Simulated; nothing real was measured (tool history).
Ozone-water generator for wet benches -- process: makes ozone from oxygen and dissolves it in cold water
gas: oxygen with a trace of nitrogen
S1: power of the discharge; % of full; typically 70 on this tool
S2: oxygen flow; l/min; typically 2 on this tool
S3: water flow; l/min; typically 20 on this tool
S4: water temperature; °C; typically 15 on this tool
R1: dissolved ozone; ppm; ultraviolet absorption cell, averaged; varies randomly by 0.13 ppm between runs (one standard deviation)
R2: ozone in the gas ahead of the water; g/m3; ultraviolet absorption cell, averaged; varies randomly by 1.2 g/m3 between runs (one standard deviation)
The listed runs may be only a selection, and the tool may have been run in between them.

run    hour  S1    S2  S3  S4    R1     R2
  1       0  70     2  20  15  14.6    228
  2    77.5  70     2  20  15  14.2  227.7
  3   157.4  70     2  20  19  14.1  226.3
  4   238.4  70     2  20  15  14.6  227.8
      261.6  -- contactor cleaned
  5   281.8  99     2  20  15  19.6  308.3
  6   350.3  99     2  20  15  19.9  308.2
  7   422.3  99     2  20  15  19.6  305.2
  8   468.5  70   1.3  20  15  13.2  293.8
  9   534.6  70   1.3  20  15  13.2  293.7
 10   594.1  70   1.3  20  15  13.2  293.8
 11   653.9  70   1.3  20  15  13.1  293.4
 12   695.7  70   1.3  20  15  13.3  292.9
 13   742.2  70   1.3  20  15  13.1  293.9
 14   783.1  70     2  20  13  14.8  228.7
 15   823.6  73     2  20  21  14.2  238.4
 16   889.7  70     2  19  19  14.8  228.8
 17   945.3  41  2.28  13  12  14.5  135.9
 18  1035.3  41  2.28  13  14  14.1  131.9
 19  1110.6  70  3.58  20  15  15.8  163.5
 20  1165.9  58     2  20  15  12.3  194.2
 21  1237.6  43     2  25   8   7.6  150.8
 22  1328.4  70  3.33  20  13  16.1  173.4
 23    1413  70  3.33  20  22  14.4  171.8
 24  1464.8  84  2.64  31  18  10.8    231
 25    1529  73  1.32  20  15  13.9  301.6
 26  1613.6  73  1.32  20  15  13.7  305.1
 27  1696.4  76  2.22  20   8  16.7  233.9

Predict each of these 3 candidate next runs independently; none follows another, all start after run 27:
  A  1778.7  56  2.22  12  10   ?   ?
  B  1778.7  41     2  14  12   ?   ?
  C  1778.7  61  2.22  28   8   ?   ?

run    R1     R2
  A  20.6  178.9
  B  13.3  146.4
  C   9.6  194.3
With no hidden state in the tool, these same runs would have given:
run    R1     R2
  A  20.6  175.3
  B  13.3  143.4
  C   9.6  190.4
